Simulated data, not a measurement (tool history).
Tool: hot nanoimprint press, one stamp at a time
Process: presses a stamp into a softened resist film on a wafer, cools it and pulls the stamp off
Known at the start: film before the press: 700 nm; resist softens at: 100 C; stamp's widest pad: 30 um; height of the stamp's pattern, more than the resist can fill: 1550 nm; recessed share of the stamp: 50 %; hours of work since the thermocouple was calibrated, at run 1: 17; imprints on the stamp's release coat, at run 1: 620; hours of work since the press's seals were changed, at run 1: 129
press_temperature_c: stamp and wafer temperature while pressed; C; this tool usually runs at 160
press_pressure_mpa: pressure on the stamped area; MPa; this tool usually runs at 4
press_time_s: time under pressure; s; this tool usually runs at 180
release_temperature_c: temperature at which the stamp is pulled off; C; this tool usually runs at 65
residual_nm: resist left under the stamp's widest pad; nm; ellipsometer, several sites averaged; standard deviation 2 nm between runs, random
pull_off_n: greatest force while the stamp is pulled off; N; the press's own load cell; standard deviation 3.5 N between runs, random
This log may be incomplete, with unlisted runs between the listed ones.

| run | hour | press_temperature_c | press_pressure_mpa | press_time_s | release_temperature_c | hours of work since the thermocouple was calibrated | imprints on the stamp's release coat | hours of work since the press's seals were changed | residual_nm | pull_off_n |
|---|---|---|---|---|---|---|---|---|---|---|
| 1 | 0 | 160 | 4 | 180 | 65 | 17 | 620 | 129 | 333.9 | 167 |
| 2 | 4.5 | 160 | 4 | 180 | 65 | 19 | 633 | 131 | 336.3 | 169 |
| 3 | 11.4 | 160 | 4 | 180 | 55 | 23 | 654 | 135 | 334.8 | 186 |
| 4 | 20 | 160 | 4 | 180 | 55 | 28 | 680 | 140 | 336.8 | 184 |
| 5 | 24.1 | 160 | 4 | 180 | 69 | 31 | 692 | 143 | 339.5 | 165 |
| 6 | 32.9 | 160 | 4 | 246 | 65 | 36 | 719 | 148 | 299.9 | 170 |
| 7 | 40.2 | 160 | 4 | 180 | 65 | 40 | 741 | 152 | 333.8 | 174 |
| 8 | 49.5 | 160 | 4 | 180 | 65 | 46 | 769 | 158 | 335.2 | 173 |
| 9 | 57.1 | 162 | 4 | 180 | 65 | 50 | 791 | 162 | 303.1 | 167 |
| 10 | 61.7 | 160 | 3.08 | 180 | 65 | 53 | 805 | 165 | 377 | 169 |
| 11 | 68.1 | 160 | 4 | 180 | 65 | 56 | 825 | 168 | 331.6 | 168 |
| 12 | 75.3 | 160 | 4 | 180 | 65 | 61 | 846 | 173 | 334.2 | 165 |
| 13 | 81 | 160 | 4 | 180 | 65 | 64 | 863 | 176 | 335.8 | 175 |
| 14 | 88.1 | 160 | 4 | 180 | 65 | 68 | 885 | 180 | 336.5 | 171 |
| 15 | 94 | 160 | 4 | 180 | 65 | 71 | 902 | 183 | 333.3 | 169 |
| 16 | 101.2 | 163 | 4 | 180 | 65 | 76 | 924 | 188 | 284.8 | 167 |
| 17 | 106 | 157 | 4 | 180 | 65 | 79 | 939 | 190 | 388.5 | 168 |
| 18 | 114.1 | 157 | 4 | 180 | 65 | 83 | 963 | 195 | 389.3 | 174 |
| 19 | 121.5 | 161 | 3.57 | 96 | 69 | 88 | 986 | 199 | 413.2 | 161 |
| 20 | 127.4 | 161 | 3.57 | 96 | 69 | 91 | 1003 | 203 | 412.8 | 164 |
| 21 | 131.8 | 161 | 3.57 | 96 | 69 | 94 | 1016 | 205 | 411 | 157 |
| 22 | 136.8 | 161 | 3.57 | 96 | 69 | 96 | 1032 | 208 | 412.2 | 163 |
| 23 | 145.3 | 154 | 3.57 | 249 | 57 | 101 | 1057 | 213 | 427.5 | 184 |
| 24 | 152 | 160 | 5.22 | 180 | 57 | 105 | 1077 | 217 | 294.8 | 183 |
| 25 | 156.2 | 160 | 5.22 | 180 | 57 | 108 | 1090 | 220 | 293.9 | 186 |
| 26 | 162.9 | 161 | 5.22 | 180 | 50 | 112 | 1110 | 224 | 279 | 190 |
| 27 | 167.7 | 161 | 5.22 | 180 | 50 | 114 | 1125 | 226 | 278.2 | 192 |
| 28 | 174.6 | 153 | 4 | 180 | 64 | 118 | 1145 | 230 | 472.1 | 171 |
| 29 | 183.4 | 153 | 4.98 | 163 | 65 | 124 | 1172 | 235 | 441.9 | 166 |

Predict each of these 5 candidate next runs independently; none follows another, all start after run 29:
| A | 187.3 | 153 | 3.44 | 227 | 65 | 126 | 1184 | 238 | ? | ? |
| B | 187.3 | 155 | 4 | 180 | 65 | 126 | 1184 | 238 | ? | ? |
| C | 187.3 | 159 | 4.22 | 163 | 65 | 126 | 1184 | 238 | ? | ? |
| D | 187.3 | 165 | 6.18 | 287 | 65 | 126 | 1184 | 238 | ? | ? |
| E | 187.3 | 160 | 4.09 | 318 | 66 | 126 | 1184 | 238 | ? | ? |

| run | residual_nm | pull_off_n |
|---|---|---|
| A | 470.6 | 167 |
| B | 428.9 | 165 |
| C | 354 | 172 |
| D | 169.4 | 168 |
| E | 269 | 164 |
Without the tool's hidden state the same runs would have given:
| run | residual_nm | pull_off_n |
|---|---|---|
| A | 470.7 | 166 |
| B | 429 | 163 |
| C | 354.1 | 170 |
| D | 169.4 | 167 |
| E | 269.1 | 163 |

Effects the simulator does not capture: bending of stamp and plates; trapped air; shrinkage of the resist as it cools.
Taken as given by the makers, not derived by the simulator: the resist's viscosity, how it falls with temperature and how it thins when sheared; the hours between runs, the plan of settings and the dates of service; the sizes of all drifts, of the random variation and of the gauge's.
